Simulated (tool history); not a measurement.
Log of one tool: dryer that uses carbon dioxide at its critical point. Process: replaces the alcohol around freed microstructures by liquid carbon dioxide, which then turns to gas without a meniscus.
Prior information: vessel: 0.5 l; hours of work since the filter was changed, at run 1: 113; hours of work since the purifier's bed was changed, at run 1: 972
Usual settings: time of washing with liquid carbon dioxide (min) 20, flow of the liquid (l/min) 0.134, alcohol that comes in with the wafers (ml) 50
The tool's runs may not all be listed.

run   hour  time of washing with liquid carbon dioxide (min)  flow of the liquid (l/min)  alcohol that comes in with the wafers (ml)  hours of work since the filter was changed  hours of work since the purifier's bed was changed  alcohol left in the vessel before it's heated (ppm by volume)
  1    0.0                                                20                       0.134                                          50                                         113                                                 972                                                           1104
  2   29.5                                                20                       0.134                                          54                                         128                                                 987                                                           1256
      96.2  -- inlet filter changed
  3   98.4                                                20                       0.134                                          54                                           1                                                1021                                                            804
  4  130.7                                                20                       0.134                                          54                                          17                                                1037                                                            864
  5  198.9                                                20                       0.134                                          54                                          51                                                1072                                                            963
  6  233.2                                                20                       0.134                                          54                                          69                                                1089                                                           1022
  7  285.9                                                20                       0.134                                          54                                          95                                                1115                                                           1149
  8  343.4                                                20                       0.134                                          54                                         124                                                1144                                                           1281
  9  373.5                                                20                       0.134                                          50                                         139                                                1159                                                           1285
     417.2  -- inlet filter changed
 10  422.2                                                20                       0.134                                          50                                           2                                                1183                                                            794
 11  465.6                                                20                       0.134                                          50                                          24                                                1205                                                            859
 12  516.1                                                13                       0.179                                         109                                          50                                                1230                                                           3036
 13  560.5                                                20                       0.127                                         116                                          72                                                1253                                                           2509
 14  592.8                                                20                       0.168                                         116                                          88                                                1269                                                            817
     644.3  -- purifier's bed changed
 15  662.3                                                22                       0.179                                          23                                         121                                                   9                                                             45
 16  710.5                                                22                       0.179                                          23                                         146                                                  33                                                             65
     739.1  -- inlet filter changed
 17  750.7                                                20                       0.134                                          37                                           6                                                  53                                                            435
 18  815.0                                                30                       0.134                                          84                                          38                                                  85                                                            115

The next listed run, before its measurement:
 19  852.2                                                32                       0.155                                          68                                          57                                                 104                                                              ?

{"run 19": {"alcohol left in the vessel before it's heated (ppm by volume)": 43}}
The same run, on a tool lacking any hidden state, would have yielded alcohol left in the vessel before it's heated (ppm by volume) 16.
